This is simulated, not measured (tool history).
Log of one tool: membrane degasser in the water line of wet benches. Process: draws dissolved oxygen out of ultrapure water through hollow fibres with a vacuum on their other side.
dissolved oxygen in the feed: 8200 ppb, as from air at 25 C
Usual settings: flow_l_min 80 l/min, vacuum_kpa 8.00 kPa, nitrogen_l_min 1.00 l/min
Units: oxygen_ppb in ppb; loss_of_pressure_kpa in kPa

run 1 hour=0.0 | flow_l_min=80 vacuum_kpa=8.00 nitrogen_l_min=1.00 | oxygen_ppb=871.8 loss_of_pressure_kpa=48.00
run 2 hour=206.4 | flow_l_min=80 vacuum_kpa=8.00 nitrogen_l_min=1.00 | oxygen_ppb=885.2 loss_of_pressure_kpa=48.13
run 3 hour=527.5 | flow_l_min=80 vacuum_kpa=8.00 nitrogen_l_min=1.00 | oxygen_ppb=892.4 loss_of_pressure_kpa=47.82
run 4 hour=707.9 | flow_l_min=80 vacuum_kpa=8.00 nitrogen_l_min=1.00 | oxygen_ppb=894.6 loss_of_pressure_kpa=47.87
run 5 hour=978.5 | flow_l_min=80 vacuum_kpa=8.00 nitrogen_l_min=1.00 | oxygen_ppb=881.3 loss_of_pressure_kpa=48.26
run 6 hour=1285.9 | flow_l_min=80 vacuum_kpa=8.00 nitrogen_l_min=1.00 | oxygen_ppb=894.7 loss_of_pressure_kpa=48.06
run 7 hour=1511.1 | flow_l_min=80 vacuum_kpa=8.00 nitrogen_l_min=1.00 | oxygen_ppb=892.7 loss_of_pressure_kpa=48.20
run 8 hour=1703.9 | flow_l_min=80 vacuum_kpa=8.00 nitrogen_l_min=1.00 | oxygen_ppb=881.7 loss_of_pressure_kpa=48.06
run 9 hour=1891.9 | flow_l_min=77 vacuum_kpa=8.00 nitrogen_l_min=1.00 | oxygen_ppb=873.4 loss_of_pressure_kpa=46.71
run 10 hour=2163.2 | flow_l_min=77 vacuum_kpa=8.00 nitrogen_l_min=1.00 | oxygen_ppb=867.6 loss_of_pressure_kpa=46.24
-- hour=2241.9 vacuum gauge calibrated
run 11 hour=2359.5 | flow_l_min=77 vacuum_kpa=8.00 nitrogen_l_min=1.00 | oxygen_ppb=867.0 loss_of_pressure_kpa=46.60
run 12 hour=2661.3 | flow_l_min=74 vacuum_kpa=8.72 nitrogen_l_min=0.80 | oxygen_ppb=1060.4 loss_of_pressure_kpa=44.80
run 13 hour=2846.2 | flow_l_min=62 vacuum_kpa=9.56 nitrogen_l_min=2.80 | oxygen_ppb=531.7 loss_of_pressure_kpa=37.56
run 14 hour=3119.8 | flow_l_min=112 vacuum_kpa=8.00 nitrogen_l_min=1.00 | oxygen_ppb=1189.8 loss_of_pressure_kpa=68.11
run 15 hour=3402.7 | flow_l_min=73 vacuum_kpa=7.39 nitrogen_l_min=0.76 | oxygen_ppb=887.3 loss_of_pressure_kpa=44.40
run 16 hour=3665.1 | flow_l_min=73 vacuum_kpa=7.39 nitrogen_l_min=0.76 | oxygen_ppb=890.4 loss_of_pressure_kpa=44.70
-- hour=3822.7 vacuum gauge calibrated, once more
run 17 hour=3838.8 | flow_l_min=53 vacuum_kpa=13.40 nitrogen_l_min=1.00 | oxygen_ppb=1080.4 loss_of_pressure_kpa=32.08
run 18 hour=4020.6 | flow_l_min=53 vacuum_kpa=13.40 nitrogen_l_min=1.00 | oxygen_ppb=1091.0 loss_of_pressure_kpa=32.67
run 19 hour=4185.6 | flow_l_min=53 vacuum_kpa=13.40 nitrogen_l_min=1.00 | oxygen_ppb=1079.8 loss_of_pressure_kpa=32.22

Measured less the same run without the tool's hidden state. The same run-to-run variation is in both; the gauge's scatter may not be:
The hidden state here: membrane still open, %; true pressure behind the membrane over the reading, kPa; air that leaks in behind the membrane, l/min; drift of the gauge itself on oxygen_ppb, %; drift of the gauge itself on loss_of_pressure_kpa, %.
run=1 oxygen_ppb=+56.0 loss_of_pressure_kpa=+2.75
run=2 oxygen_ppb=+58.4 loss_of_pressure_kpa=+2.82
run=3 oxygen_ppb=+61.0 loss_of_pressure_kpa=+2.88
run=4 oxygen_ppb=+62.4 loss_of_pressure_kpa=+2.94
run=5 oxygen_ppb=+63.5 loss_of_pressure_kpa=+3.03
run=6 oxygen_ppb=+66.6 loss_of_pressure_kpa=+3.10
run=7 oxygen_ppb=+68.0 loss_of_pressure_kpa=+3.15
run=8 oxygen_ppb=+68.7 loss_of_pressure_kpa=+3.21
run=9 oxygen_ppb=+69.3 loss_of_pressure_kpa=+3.15
run=10 oxygen_ppb=+70.8 loss_of_pressure_kpa=+3.21
run=11 oxygen_ppb=+77.3 loss_of_pressure_kpa=+3.29
run=12 oxygen_ppb=+80.7 loss_of_pressure_kpa=+3.21
run=13 oxygen_ppb=+62.7 loss_of_pressure_kpa=+2.74
run=14 oxygen_ppb=+109.5 loss_of_pressure_kpa=+5.07
run=15 oxygen_ppb=+87.5 loss_of_pressure_kpa=+3.37
run=16 oxygen_ppb=+89.6 loss_of_pressure_kpa=+3.46
run=17 oxygen_ppb=+42.3 loss_of_pressure_kpa=+2.53
run=18 oxygen_ppb=+43.6 loss_of_pressure_kpa=+2.57
run=19 oxygen_ppb=+44.0 loss_of_pressure_kpa=+2.59
